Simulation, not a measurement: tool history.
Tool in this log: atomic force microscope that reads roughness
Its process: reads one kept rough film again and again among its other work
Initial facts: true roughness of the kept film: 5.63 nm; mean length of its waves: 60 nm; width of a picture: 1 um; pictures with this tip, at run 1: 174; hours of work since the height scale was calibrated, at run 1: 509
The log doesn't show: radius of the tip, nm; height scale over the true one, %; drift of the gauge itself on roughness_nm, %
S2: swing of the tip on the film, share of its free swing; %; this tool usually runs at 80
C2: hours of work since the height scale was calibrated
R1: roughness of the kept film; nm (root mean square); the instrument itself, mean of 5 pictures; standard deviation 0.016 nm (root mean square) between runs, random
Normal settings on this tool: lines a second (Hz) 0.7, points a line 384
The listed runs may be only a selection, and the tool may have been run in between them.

run 1 hour=0 | lines_a_second_(Hz)=0.7 S2=80 points_a_line=384 | pictures_with_this_tip=174 C2=509 | R1=4.921
run 2 hour=11.5 | lines_a_second_(Hz)=1.129 S2=80 points_a_line=384 | pictures_with_this_tip=188 C2=517 | R1=4.736
run 3 hour=23.3 | lines_a_second_(Hz)=0.7 S2=59 points_a_line=384 | pictures_with_this_tip=201 C2=526 | R1=5.165
run 4 hour=39 | lines_a_second_(Hz)=0.7 S2=59 points_a_line=384 | pictures_with_this_tip=219 C2=537 | R1=5.118
run 5 hour=52.2 | lines_a_second_(Hz)=0.7 S2=87 points_a_line=384 | pictures_with_this_tip=235 C2=546 | R1=4.768
run 6 hour=62.7 | lines_a_second_(Hz)=2.6 S2=80 points_a_line=384 | pictures_with_this_tip=247 C2=554 | R1=4.145
run 7 hour=74.6 | lines_a_second_(Hz)=0.7 S2=80 points_a_line=384 | pictures_with_this_tip=261 C2=562 | R1=4.887
run 8 hour=86.7 | lines_a_second_(Hz)=1.252 S2=80 points_a_line=384 | pictures_with_this_tip=275 C2=571 | R1=4.633
run 9 hour=101.2 | lines_a_second_(Hz)=1.252 S2=87 points_a_line=384 | pictures_with_this_tip=292 C2=581 | R1=4.435
run 10 hour=117.9 | lines_a_second_(Hz)=1.252 S2=87 points_a_line=384 | pictures_with_this_tip=311 C2=593 | R1=4.396
run 11 hour=130.3 | lines_a_second_(Hz)=1.252 S2=87 points_a_line=384 | pictures_with_this_tip=326 C2=602 | R1=4.396
run 12 hour=143.3 | lines_a_second_(Hz)=1.252 S2=87 points_a_line=384 | pictures_with_this_tip=341 C2=611 | R1=4.383
run 13 hour=154.8 | lines_a_second_(Hz)=1.252 S2=87 points_a_line=384 | pictures_with_this_tip=354 C2=619 | R1=4.393
-- hour=163.4 new tip fitted
run 14 hour=164.2 | lines_a_second_(Hz)=1.252 S2=87 points_a_line=308 | pictures_with_this_tip=0 C2=625 | R1=4.583
run 15 hour=175.4 | lines_a_second_(Hz)=0.7 S2=80 points_a_line=384 | pictures_with_this_tip=13 C2=633 | R1=5.066
run 16 hour=194 | lines_a_second_(Hz)=0.7 S2=80 points_a_line=384 | pictures_with_this_tip=35 C2=646 | R1=5.039
run 17 hour=207.3 | lines_a_second_(Hz)=0.7 S2=80 points_a_line=384 | pictures_with_this_tip=51 C2=656 | R1=5.043
run 18 hour=216.8 | lines_a_second_(Hz)=0.7 S2=80 points_a_line=384 | pictures_with_this_tip=62 C2=663 | R1=5.038
run 19 hour=230 | lines_a_second_(Hz)=0.7 S2=80 points_a_line=384 | pictures_with_this_tip=77 C2=672 | R1=4.993
run 20 hour=237.7 | lines_a_second_(Hz)=0.7 S2=80 points_a_line=983 | pictures_with_this_tip=86 C2=677 | R1=5.022
run 21 hour=253.9 | lines_a_second_(Hz)=0.7 S2=80 points_a_line=983 | pictures_with_this_tip=105 C2=689 | R1=5.005
run 22 hour=271.5 | lines_a_second_(Hz)=0.7 S2=80 points_a_line=983 | pictures_with_this_tip=125 C2=701 | R1=4.987
run 23 hour=282.6 | lines_a_second_(Hz)=0.7 S2=80 points_a_line=983 | pictures_with_this_tip=138 C2=709 | R1=4.98
run 24 hour=293.7 | lines_a_second_(Hz)=0.7 S2=80 points_a_line=983 | pictures_with_this_tip=151 C2=717 | R1=4.993
run 25 hour=311.6 | lines_a_second_(Hz)=0.7 S2=89 points_a_line=384 | pictures_with_this_tip=172 C2=730 | R1=4.784
run 26 hour=325.3 | lines_a_second_(Hz)=0.7 S2=89 points_a_line=384 | pictures_with_this_tip=188 C2=740 | R1=4.762
run 27 hour=338.8 | lines_a_second_(Hz)=1.572 S2=80 points_a_line=967 | pictures_with_this_tip=203 C2=749 | R1=4.58
run 28 hour=347.3 | lines_a_second_(Hz)=0.537 S2=55 points_a_line=636 | pictures_with_this_tip=213 C2=755 | R1=5.248
run 29 hour=363.2 | lines_a_second_(Hz)=0.537 S2=74 points_a_line=636 | pictures_with_this_tip=232 C2=767 | R1=5.081
run 30 hour=381.6 | lines_a_second_(Hz)=1.48 S2=82 points_a_line=636 | pictures_with_this_tip=253 C2=780 | R1=4.501
run 31 hour=394.9 | lines_a_second_(Hz)=2.693 S2=62 points_a_line=335 | pictures_with_this_tip=269 C2=789 | R1=4.788
run 32 hour=404.1 | lines_a_second_(Hz)=0.752 S2=70 points_a_line=304 | pictures_with_this_tip=279 C2=796 | R1=5.015
run 33 hour=419.1 | lines_a_second_(Hz)=0.752 S2=70 points_a_line=304 | pictures_with_this_tip=297 C2=806 | R1=5.002
run 34 hour=434.4 | lines_a_second_(Hz)=0.752 S2=70 points_a_line=304 | pictures_with_this_tip=314 C2=817 | R1=4.993
run 35 hour=447.4 | lines_a_second_(Hz)=0.7 S2=66 points_a_line=717 | pictures_with_this_tip=330 C2=826 | R1=5.074
run 36 hour=465.2 | lines_a_second_(Hz)=0.7 S2=66 points_a_line=717 | pictures_with_this_tip=350 C2=839 | R1=5.033
-- hour=476.7 new tip fitted
run 37 hour=477.5 | lines_a_second_(Hz)=0.7 S2=66 points_a_line=717 | pictures_with_this_tip=1 C2=847 | R1=5.256
run 38 hour=489.4 | lines_a_second_(Hz)=2.583 S2=80 points_a_line=384 | pictures_with_this_tip=15 C2=856 | R1=4.284
run 39 hour=498.1 | lines_a_second_(Hz)=2.583 S2=80 points_a_line=384 | pictures_with_this_tip=25 C2=862 | R1=4.242
run 40 hour=511 | lines_a_second_(Hz)=3.664 S2=80 points_a_line=397 | pictures_with_this_tip=40 C2=871 | R1=3.933
run 41 hour=527.5 | lines_a_second_(Hz)=2.954 S2=78 points_a_line=958 | pictures_with_this_tip=59 C2=883 | R1=4.239
run 42 hour=541.9 | lines_a_second_(Hz)=1.22 S2=58 points_a_line=271 | pictures_with_this_tip=76 C2=893 | R1=5.194
run 43 hour=558.3 | lines_a_second_(Hz)=0.723 S2=58 points_a_line=415 | pictures_with_this_tip=95 C2=905 | R1=5.275
run 44 hour=570.2 | lines_a_second_(Hz)=1.846 S2=58 points_a_line=415 | pictures_with_this_tip=109 C2=913 | R1=5.087
run 45 hour=585.3 | lines_a_second_(Hz)=0.7 S2=72 points_a_line=429 | pictures_with_this_tip=126 C2=924 | R1=5.108
run 46 hour=600.2 | lines_a_second_(Hz)=0.7 S2=84 points_a_line=384 | pictures_with_this_tip=144 C2=934 | R1=4.908
run 47 hour=610.4 | lines_a_second_(Hz)=0.978 S2=80 points_a_line=384 | pictures_with_this_tip=155 C2=942 | R1=4.843
run 48 hour=620.5 | lines_a_second_(Hz)=1.211 S2=80 points_a_line=791 | pictures_with_this_tip=167 C2=949 | R1=4.742
run 49 hour=638.1 | lines_a_second_(Hz)=1.157 S2=66 points_a_line=738 | pictures_with_this_tip=188 C2=961 | R1=5.041
run 50 hour=653.3 | lines_a_second_(Hz)=2.097 S2=86 points_a_line=738 | pictures_with_this_tip=205 C2=972 | R1=4.13
run 51 hour=669.9 | lines_a_second_(Hz)=1.236 S2=83 points_a_line=384 | pictures_with_this_tip=225 C2=984 | R1=4.633
run 52 hour=687.1 | lines_a_second_(Hz)=1.236 S2=83 points_a_line=384 | pictures_with_this_tip=245 C2=996 | R1=4.6

Selected run-to-run steps in R1, each split into two signed amounts: the part the tool would show with no hidden state at all (from settings, incoming material and random variation), and the remainder, which goes to the hidden state together with any gauge scatter not common to the measured and the hidden-state-free results:
Run 6 -> 7: lines a second (Hz) 2.6 -> 0.7. R1 +0.742 nm (root mean square): hidden state -0.031, all else +0.773.
Run 13 -> 14: points a line 384 -> 308, new tip fitted. R1 +0.19 nm (root mean square): hidden state +0.209, all else -0.019.
Run 36 -> 37: new tip fitted. R1 +0.223 nm (root mean square): hidden state +0.217, all else +0.006.
Run 37 -> 38: lines a second (Hz) 0.7 -> 2.583, S2 66 -> 80, points a line 717 -> 384. R1 -0.972 nm (root mean square): hidden state -0.014, all else -0.958.
Run 41 -> 42: lines a second (Hz) 2.954 -> 1.22, S2 78 -> 58, points a line 958 -> 271. R1 +0.955 nm (root mean square): hidden state -0.01, all else +0.965.
Run 49 -> 50: lines a second (Hz) 1.157 -> 2.097, S2 66 -> 86. R1 -0.911 nm (root mean square): hidden state +0.004, all else -0.915.
